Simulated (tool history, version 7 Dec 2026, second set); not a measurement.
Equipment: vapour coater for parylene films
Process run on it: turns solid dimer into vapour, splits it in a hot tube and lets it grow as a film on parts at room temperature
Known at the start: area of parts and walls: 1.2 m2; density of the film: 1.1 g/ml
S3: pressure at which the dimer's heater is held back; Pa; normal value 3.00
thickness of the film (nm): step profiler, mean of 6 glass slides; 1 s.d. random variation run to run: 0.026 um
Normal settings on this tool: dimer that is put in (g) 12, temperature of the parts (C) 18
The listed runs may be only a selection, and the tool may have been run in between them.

{"run": 1, "hour": 0.0, "dimer that is put in (g)": 12, "temperature of the parts (C)": 18, "S3": 3.0, "thickness of the film (nm)": 6320}
{"run": 2, "hour": 37.3, "dimer that is put in (g)": 12, "temperature of the parts (C)": 18, "S3": 2.43, "thickness of the film (nm)": 6520}
{"run": 3, "hour": 84.3, "dimer that is put in (g)": 12, "temperature of the parts (C)": 18, "S3": 2.43, "thickness of the film (nm)": 6460}
{"run": 4, "hour": 130.4, "dimer that is put in (g)": 18, "temperature of the parts (C)": 18, "S3": 3.0, "thickness of the film (nm)": 9430}
{"run": 5, "hour": 182.2, "dimer that is put in (g)": 12, "temperature of the parts (C)": 18, "S3": 3.0, "thickness of the film (nm)": 6320}
{"run": 6, "hour": 204.8, "dimer that is put in (g)": 12, "temperature of the parts (C)": 18, "S3": 3.15, "thickness of the film (nm)": 6260}
{"run": 7, "hour": 252.3, "dimer that is put in (g)": 12, "temperature of the parts (C)": 18, "S3": 3.15, "thickness of the film (nm)": 6240}
{"run": 8, "hour": 300.2, "dimer that is put in (g)": 12, "temperature of the parts (C)": 18, "S3": 3.15, "thickness of the film (nm)": 6260}
{"run": 9, "hour": 333.2, "dimer that is put in (g)": 12, "temperature of the parts (C)": 24, "S3": 3.0, "thickness of the film (nm)": 5290}
{"hour": 364.7, "done": "trap's valve overhauled"}
{"run": 10, "hour": 371.3, "dimer that is put in (g)": 12, "temperature of the parts (C)": 24, "S3": 3.0, "thickness of the film (nm)": 5330}
{"run": 11, "hour": 407.9, "dimer that is put in (g)": 12, "temperature of the parts (C)": 18, "S3": 3.0, "thickness of the film (nm)": 6320}
{"run": 12, "hour": 448.1, "dimer that is put in (g)": 12, "temperature of the parts (C)": 18, "S3": 3.0, "thickness of the film (nm)": 6310}
{"run": 13, "hour": 469.7, "dimer that is put in (g)": 12, "temperature of the parts (C)": 18, "S3": 3.0, "thickness of the film (nm)": 6330}
{"run": 14, "hour": 516.1, "dimer that is put in (g)": 15, "temperature of the parts (C)": 18, "S3": 3.0, "thickness of the film (nm)": 7820}
{"run": 15, "hour": 560.1, "dimer that is put in (g)": 12, "temperature of the parts (C)": 18, "S3": 3.0, "thickness of the film (nm)": 6270}
{"run": 16, "hour": 596.9, "dimer that is put in (g)": 12, "temperature of the parts (C)": 18, "S3": 3.0, "thickness of the film (nm)": 6300}
{"run": 17, "hour": 620.0, "dimer that is put in (g)": 14, "temperature of the parts (C)": 18, "S3": 3.0, "thickness of the film (nm)": 7260}
{"run": 18, "hour": 664.0, "dimer that is put in (g)": 14, "temperature of the parts (C)": 18, "S3": 3.73, "thickness of the film (nm)": 7130}
{"run": 19, "hour": 716.3, "dimer that is put in (g)": 12, "temperature of the parts (C)": 18, "S3": 2.83, "thickness of the film (nm)": 6230}
{"run": 20, "hour": 759.7, "dimer that is put in (g)": 12, "temperature of the parts (C)": 18, "S3": 3.0, "thickness of the film (nm)": 6180}
{"run": 21, "hour": 804.2, "dimer that is put in (g)": 12, "temperature of the parts (C)": 18, "S3": 3.0, "thickness of the film (nm)": 6210}
{"run": 22, "hour": 851.8, "dimer that is put in (g)": 16, "temperature of the parts (C)": 18, "S3": 3.0, "thickness of the film (nm)": 8260}
{"run": 23, "hour": 893.2, "dimer that is put in (g)": 16, "temperature of the parts (C)": 18, "S3": 7.22, "thickness of the film (nm)": 7690}
{"run": 24, "hour": 941.2, "dimer that is put in (g)": 9, "temperature of the parts (C)": 20, "S3": 3.0, "thickness of the film (nm)": 4370}
{"run": 25, "hour": 980.6, "dimer that is put in (g)": 17, "temperature of the parts (C)": 27, "S3": 8.22, "thickness of the film (nm)": 6250}
{"run": 26, "hour": 1028.4, "dimer that is put in (g)": 17, "temperature of the parts (C)": 14, "S3": 3.7, "thickness of the film (nm)": 9610}
{"run": 27, "hour": 1064.0, "dimer that is put in (g)": 17, "temperature of the parts (C)": 14, "S3": 3.7, "thickness of the film (nm)": 9660}
{"hour": 1094.4, "done": "gauge calibrated"}
{"run": 28, "hour": 1114.2, "dimer that is put in (g)": 13, "temperature of the parts (C)": 12, "S3": 8.91, "thickness of the film (nm)": 7390}
{"run": 29, "hour": 1143.8, "dimer that is put in (g)": 13, "temperature of the parts (C)": 12, "S3": 8.91, "thickness of the film (nm)": 7410}
{"run": 30, "hour": 1188.2, "dimer that is put in (g)": 7, "temperature of the parts (C)": 12, "S3": 6.29, "thickness of the film (nm)": 4090}
{"run": 31, "hour": 1214.7, "dimer that is put in (g)": 7, "temperature of the parts (C)": 17, "S3": 6.29, "thickness of the film (nm)": 3560}
{"run": 32, "hour": 1243.9, "dimer that is put in (g)": 19, "temperature of the parts (C)": 11, "S3": 3.84, "thickness of the film (nm)": 11880}
{"run": 33, "hour": 1290.2, "dimer that is put in (g)": 8, "temperature of the parts (C)": 11, "S3": 3.84, "thickness of the film (nm)": 5010}
{"run": 34, "hour": 1333.6, "dimer that is put in (g)": 11, "temperature of the parts (C)": 15, "S3": 2.12, "thickness of the film (nm)": 6480}
{"run": 35, "hour": 1360.1, "dimer that is put in (g)": 14, "temperature of the parts (C)": 20, "S3": 4.03, "thickness of the film (nm)": 6740}
{"run": 36, "hour": 1401.0, "dimer that is put in (g)": 10, "temperature of the parts (C)": 27, "S3": 8.6, "thickness of the film (nm)": 3680}
{"hour": 1427.9, "done": "trap's valve overhauled"}
{"run": 37, "hour": 1432.7, "dimer that is put in (g)": 10, "temperature of the parts (C)": 27, "S3": 8.6, "thickness of the film (nm)": 3710}
{"run": 38, "hour": 1462.2, "dimer that is put in (g)": 7, "temperature of the parts (C)": 17, "S3": 2.79, "thickness of the film (nm)": 3780}
{"run": 39, "hour": 1510.6, "dimer that is put in (g)": 16, "temperature of the parts (C)": 18, "S3": 7.7, "thickness of the film (nm)": 7750}
{"run": 40, "hour": 1561.3, "dimer that is put in (g)": 16, "temperature of the parts (C)": 18, "S3": 7.7, "thickness of the film (nm)": 7700}
{"run": 41, "hour": 1613.7, "dimer that is put in (g)": 18, "temperature of the parts (C)": 21, "S3": 3.0, "thickness of the film (nm)": 8710}
{"run": 42, "hour": 1638.6, "dimer that is put in (g)": 7, "temperature of the parts (C)": 18, "S3": 2.57, "thickness of the film (nm)": 3690}
{"run": 43, "hour": 1673.0, "dimer that is put in (g)": 7, "temperature of the parts (C)": 12, "S3": 5.39, "thickness of the film (nm)": 4150}

What if the next run were any one of these 4? Each begins from the tool's condition after run 43:
{"run": "A", "hour": 1723.9, "dimer that is put in (g)": 8, "temperature of the parts (C)": 18, "S3": 3.0, "thickness of the film (nm)": "?"}
{"run": "B", "hour": 1723.9, "dimer that is put in (g)": 12, "temperature of the parts (C)": 18, "S3": 6.12, "thickness of the film (nm)": "?"}
{"run": "C", "hour": 1723.9, "dimer that is put in (g)": 7, "temperature of the parts (C)": 17, "S3": 4.07, "thickness of the film (nm)": "?"}
{"run": "D", "hour": 1723.9, "dimer that is put in (g)": 22, "temperature of the parts (C)": 12, "S3": 7.25, "thickness of the film (nm)": "?"}

run=A thickness_of_the_film_(nm)=4190
run=B thickness_of_the_film_(nm)=5940
run=C thickness_of_the_film_(nm)=3660
run=D thickness_of_the_film_(nm)=12550
Without the tool's hidden state the same runs would have given:
run=A thickness_of_the_film_(nm)=4250
run=B thickness_of_the_film_(nm)=6030
run=C thickness_of_the_film_(nm)=3710
run=D thickness_of_the_film_(nm)=12730
